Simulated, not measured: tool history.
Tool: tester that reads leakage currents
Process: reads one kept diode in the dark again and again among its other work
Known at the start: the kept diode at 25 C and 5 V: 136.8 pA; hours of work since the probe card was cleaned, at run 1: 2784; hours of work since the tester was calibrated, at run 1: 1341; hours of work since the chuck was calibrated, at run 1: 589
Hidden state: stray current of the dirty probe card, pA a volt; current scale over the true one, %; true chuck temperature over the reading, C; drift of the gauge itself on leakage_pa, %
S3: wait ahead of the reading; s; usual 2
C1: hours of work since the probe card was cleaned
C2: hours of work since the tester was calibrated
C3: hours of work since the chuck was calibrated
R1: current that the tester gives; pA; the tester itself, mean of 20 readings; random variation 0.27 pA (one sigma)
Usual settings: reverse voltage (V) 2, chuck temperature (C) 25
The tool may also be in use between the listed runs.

Run 1, hour 0: usual settings; C1 2784; C2 1341; C3 589. Result: R1 84.19 pA.
Run 2, hour 70.9: usual settings but chuck temperature (C) 29; C1 2837; C2 1394; C3 642. Result: R1 111.87 pA.
At hour 109.4: probe card cleaned and baked.
Run 3, hour 125.8: usual settings but chuck temperature (C) 29; C1 12; C2 1433; C3 681. Result: R1 109.64 pA.
Run 4, hour 174.2: usual settings but chuck temperature (C) 29; C1 49; C2 1470; C3 718. Result: R1 109.33 pA.
Run 5, hour 223.6: usual settings but chuck temperature (C) 23; C1 86; C2 1507; C3 755. Result: R1 68.69 pA.
Run 6, hour 301.5: usual settings but chuck temperature (C) 23; C1 145; C2 1566; C3 814. Result: R1 67.84 pA.
Run 7, hour 354.3: usual settings but chuck temperature (C) 23; C1 185; C2 1606; C3 854. Result: R1 68.2 pA.
Run 8, hour 417.1: usual settings but chuck temperature (C) 23; C1 233; C2 1654; C3 902. Result: R1 67.31 pA.
Run 9, hour 485.1: usual settings but reverse voltage (V) 10.37; C1 284; C2 1705; C3 953. Result: R1 179.56 pA.
At hour 534.8: chuck's temperature calibrated.
Run 10, hour 554.5: usual settings; C1 335; C2 1756; C3 15. Result: R1 86.46 pA.
Run 11, hour 612.8: usual settings; C1 379; C2 1800; C3 59. Result: R1 86.12 pA.
Run 12, hour 662: usual settings but reverse voltage (V) 1.2; C1 416; C2 1837; C3 96. Result: R1 66.44 pA.
Run 13, hour 713.6: usual settings but reverse voltage (V) 1.2; C1 455; C2 1876; C3 135. Result: R1 66.11 pA.
Run 14, hour 790.8: usual settings but chuck temperature (C) 21; C1 513; C2 1934; C3 193. Result: R1 62.13 pA.
Run 15, hour 860.8: usual settings; C1 566; C2 1987; C3 246. Result: R1 84.54 pA.
Run 16, hour 914.1: usual settings; C1 607; C2 2028; C3 287. Result: R1 84.11 pA.
Run 17, hour 971.9: usual settings; C1 650; C2 2071; C3 330. Result: R1 83.5 pA.
Run 18, hour 1032.8: usual settings but chuck temperature (C) 45; C1 696; C2 2117; C3 376. Result: R1 358.11 pA.
Run 19, hour 1098.9: usual settings but chuck temperature (C) 45; C1 746; C2 2167; C3 426. Result: R1 353.82 pA.
Run 20, hour 1141: usual settings but chuck temperature (C) 45; C1 778; C2 2199; C3 458. Result: R1 353.74 pA.
Run 21, hour 1174.9: usual settings but chuck temperature (C) 45, S3 9.07 s; C1 804; C2 2225; C3 484. Result: R1 352.49 pA.
Run 22, hour 1247.3: usual settings but reverse voltage (V) 15.14, chuck temperature (C) 45, S3 0.74 s; C1 858; C2 2279; C3 538. Result: R1 971.84 pA.
Run 23, hour 1287.6: usual settings but reverse voltage (V) 15.14, chuck temperature (C) 45, S3 0.74 s; C1 889; C2 2310; C3 569. Result: R1 974.28 pA.
Run 24, hour 1338.1: usual settings but reverse voltage (V) 15.14, chuck temperature (C) 45, S3 0.74 s; C1 927; C2 2348; C3 607. Result: R1 967.42 pA.
Run 25, hour 1404.1: usual settings but reverse voltage (V) 15.14, chuck temperature (C) 45, S3 0.74 s; C1 977; C2 2398; C3 657. Result: R1 967.34 pA.
Run 26, hour 1487.5: usual settings but reverse voltage (V) 1.8, chuck temperature (C) 29; C1 1040; C2 2461; C3 720. Result: R1 103.83 pA.
Run 27, hour 1537.2: usual settings but reverse voltage (V) 10.74, chuck temperature (C) 49, S3 0.35 s; C1 1077; C2 2498; C3 757. Result: R1 1051.96 pA.
Run 28, hour 1621.1: usual settings but chuck temperature (C) 21, S3 0.49 s; C1 1141; C2 2562; C3 821. Result: R1 59.32 pA.
Run 29, hour 1667.7: usual settings but reverse voltage (V) 7.38, chuck temperature (C) 52, S3 1.15 s; C1 1176; C2 2597; C3 856. Result: R1 1041.71 pA.
Run 30, hour 1725.9: usual settings but reverse voltage (V) 4.73, chuck temperature (C) 24, S3 0.4 s; C1 1220; C2 2641; C3 900. Result: R1 116.98 pA.
Run 31, hour 1804.4: usual settings but S3 1.72 s; C1 1279; C2 2700; C3 959. Result: R1 78.91 pA.
At hour 1844: chuck's temperature calibrated.
Run 32, hour 1877.5: usual settings but S3 1.72 s; C1 1333; C2 2754; C3 25. Result: R1 88.91 pA.
Run 33, hour 1932.5: usual settings but S3 1.72 s; C1 1375; C2 2796; C3 67. Result: R1 88.5 pA.
Run 34, hour 2007.9: usual settings but reverse voltage (V) 3.71, S3 6.21 s; C1 1432; C2 2853; C3 124. Result: R1 120.47 pA.
Run 35, hour 2046.1: usual settings but reverse voltage (V) 3.71, S3 6.21 s; C1 1460; C2 2881; C3 153. Result: R1 120.34 pA.
Run 36, hour 2102: usual settings but reverse voltage (V) 3.71, chuck temperature (C) 49, S3 1.5 s; C1 1503; C2 2924; C3 195. Result: R1 658.83 pA.
Run 37, hour 2163.1: usual settings but reverse voltage (V) 2.45, chuck temperature (C) 29, S3 6.84 s; C1 1549; C2 2970; C3 241. Result: R1 130.8 pA.
Run 38, hour 2229.4: usual settings but reverse voltage (V) 2.45, chuck temperature (C) 29, S3 6.84 s; C1 1599; C2 3020; C3 291. Result: R1 129.75 pA.
Run 39, hour 2300.1: usual settings but S3 2.95 s; C1 1652; C2 3073; C3 345. Result: R1 86.43 pA.
Run 40, hour 2350.1: usual settings but S3 2.95 s; C1 1690; C2 3111; C3 382. Result: R1 85.63 pA.

Hidden state or all else? Some run-to-run changes of R1, split into what the settings, what came in and random variation would give without the hidden state, and what is left for the hidden state (with any gauge scatter that isn't in both results):
Run 26 -> 27: reverse voltage (V) 1.8 -> 10.74, chuck temperature (C) 29 -> 49, S3 2 -> 0.35. R1 +948.13 pA: hidden state -69.58, all else +1017.71.
Run 27 -> 28: reverse voltage (V) 10.74 -> 2, chuck temperature (C) 49 -> 21, S3 0.35 -> 0.49. R1 -992.64 pA: hidden state +72.67, all else -1065.31.
Run 28 -> 29: reverse voltage (V) 2 -> 7.38, chuck temperature (C) 21 -> 52, S3 0.49 -> 1.15. R1 +982.39 pA: hidden state -82.33, all else +1064.72.
Run 29 -> 30: reverse voltage (V) 7.38 -> 4.73, chuck temperature (C) 52 -> 24, S3 1.15 -> 0.4. R1 -924.73 pA: hidden state +77.04, all else -1001.77.
